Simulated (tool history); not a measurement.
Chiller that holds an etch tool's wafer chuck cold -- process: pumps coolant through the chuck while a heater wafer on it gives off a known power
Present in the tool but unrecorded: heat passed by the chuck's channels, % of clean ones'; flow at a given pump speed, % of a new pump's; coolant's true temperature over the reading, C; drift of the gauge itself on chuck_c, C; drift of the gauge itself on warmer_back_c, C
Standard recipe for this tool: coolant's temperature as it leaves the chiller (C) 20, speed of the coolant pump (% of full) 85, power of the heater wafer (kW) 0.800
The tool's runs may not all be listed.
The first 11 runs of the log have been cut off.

run	hour	coolant's temperature as it leaves the chiller (C)	speed of the coolant pump (% of full)	power of the heater wafer (kW)	hours since the coolant was changed and the channels were flushed	hours since the pump was overhauled	hours since the chiller's thermometer was calibrated	chuck's temperature once it has settled (C)	how much warmer the coolant comes back (C)
12	1502.5	20	87	0.800	8332	9258	1664	26.2	2.07
13	1601.0	20	87	0.800	8431	9357	1763	26.4	2.02
14	1714.0	20	81	0.800	8544	9470	1876	26.5	2.19
15	1907.0	20	81	0.800	8737	9663	2069	26.5	2.21
16	2075.9	10	85	0.800	8906	9832	2238	16.4	2.08
# hour 2195.6: coolant pump overhauled
17	2304.5	20	99	0.755	9129	109	2461	25.3	1.65
18	2441.5	20	99	0.755	9266	246	2598	25.5	1.56
19	2627.7	20	81	0.800	9452	432	2785	26.5	2.12
20	2840.8	20	81	0.800	9665	645	2998	26.4	2.12
21	2997.7	17	85	0.879	9822	802	3155	24.0	2.21
22	3182.3	26	78	0.513	10007	987	3339	30.3	1.28
23	3356.4	26	78	0.513	10181	1161	3513	30.4	1.28
24	3522.0	10	97	0.513	10347	1326	3679	13.6	0.96
25	3723.9	10	97	0.513	10549	1528	3881	13.9	1.01
26	3825.2	24	82	0.534	10650	1630	3982	28.3	1.29
27	3954.3	19	85	0.800	10779	1759	4111	25.2	1.97
# hour 4002.2: gauge calibrated
28	4063.7	19	85	0.800	10888	1868	4221	25.4	2.20
# hour 4186.8: coolant changed, channels flushed
29	4272.3	19	85	0.800	86	2071	4423	25.3	2.14
30	4388.0	27	85	0.631	201	2186	4539	31.9	1.70
31	4510.0	21	85	0.609	323	2308	4661	25.9	1.63
32	4710.0	21	85	0.609	523	2508	4861	25.8	1.60

Below are 3 alternative next runs, each starting from the tool's condition after run 32. Predict each:
A	4930.6	21	85	0.434	744	2729	5081	?	?
B	4930.6	14	85	0.800	744	2729	5081	?	?
C	4930.6	21	69	0.609	744	2729	5081	?	?

run	chuck's temperature once it has settled (C)	how much warmer the coolant comes back (C)
A	24.6	1.12
B	20.4	2.15
C	26.6	2.01
Had the tool no hidden state, the same runs would have come out as:
run	chuck's temperature once it has settled (C)	how much warmer the coolant comes back (C)
A	24.5	1.18
B	20.4	2.21
C	26.6	2.07
